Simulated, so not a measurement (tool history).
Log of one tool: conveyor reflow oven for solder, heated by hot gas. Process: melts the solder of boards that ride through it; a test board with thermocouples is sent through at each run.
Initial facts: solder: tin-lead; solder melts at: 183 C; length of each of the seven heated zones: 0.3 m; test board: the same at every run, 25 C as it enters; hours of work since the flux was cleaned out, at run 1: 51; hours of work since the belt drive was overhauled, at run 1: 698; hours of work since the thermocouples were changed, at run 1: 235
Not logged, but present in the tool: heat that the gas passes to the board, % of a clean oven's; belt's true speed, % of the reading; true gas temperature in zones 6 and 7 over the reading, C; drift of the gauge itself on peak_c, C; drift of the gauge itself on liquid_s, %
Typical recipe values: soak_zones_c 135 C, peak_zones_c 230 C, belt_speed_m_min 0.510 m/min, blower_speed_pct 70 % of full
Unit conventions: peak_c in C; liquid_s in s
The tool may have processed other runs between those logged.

run   hour  soak_zones_c  peak_zones_c  belt_speed_m_min  blower_speed_pct  hours of work since the flux was cleaned out  hours of work since the belt drive was overhauled  hours of work since the thermocouples were changed  peak_c  liquid_s
  1    0.0           135           230             0.510                70                                            51                                                698                                                 235   214.6      51.4
  2   39.6           135           230             0.510                70                                            75                                                722                                                 259   214.5      51.3
  3   71.1           135           230             0.510                66                                            94                                                740                                                 277   213.2      49.8
  4  109.2           135           230             0.510                66                                           116                                                763                                                 300   213.0      49.7
     121.4  -- belt drive overhauled, speed set with a stopwatch
  5  148.8           135           220             0.510                66                                           137                                                 16                                                 321   203.6      39.8
  6  176.1           135           230             0.510                70                                           154                                                 32                                                 337   213.2      49.1
  7  240.6           135           240             0.565                53                                           192                                                 71                                                 376   211.8      41.6
  8  291.7           135           240             0.565                53                                           222                                                101                                                 406   211.4      40.6
  9  319.4           135           240             0.565                53                                           239                                                117                                                 422   211.1      41.4
 10  357.1           127           244             0.597                81                                           261                                                140                                                 445   220.0      43.9
 11  404.6           131           230             0.579                84                                           289                                                168                                                 473   210.5      40.0
 12  449.4           132           222             0.538                70                                           316                                                195                                                 499   202.8      35.1

Below, each run's measurement less what the same run would have read without the hidden state. Both values contain the same run-to-run variation, but the gauge's scatter may not be the same in both:
run  peak_c  liquid_s
  1    -0.2      +0.8
  2    -0.3      +0.6
  3    -0.4      +0.6
  4    -0.5      +0.4
  5    -1.2      -1.7
  6    -1.4      -1.4
  7    -1.6      -1.4
  8    -1.8      -1.7
  9    -2.0      -1.7
 10    -3.3      -2.0
 11    -3.1      -2.8
 12    -2.7      -3.5

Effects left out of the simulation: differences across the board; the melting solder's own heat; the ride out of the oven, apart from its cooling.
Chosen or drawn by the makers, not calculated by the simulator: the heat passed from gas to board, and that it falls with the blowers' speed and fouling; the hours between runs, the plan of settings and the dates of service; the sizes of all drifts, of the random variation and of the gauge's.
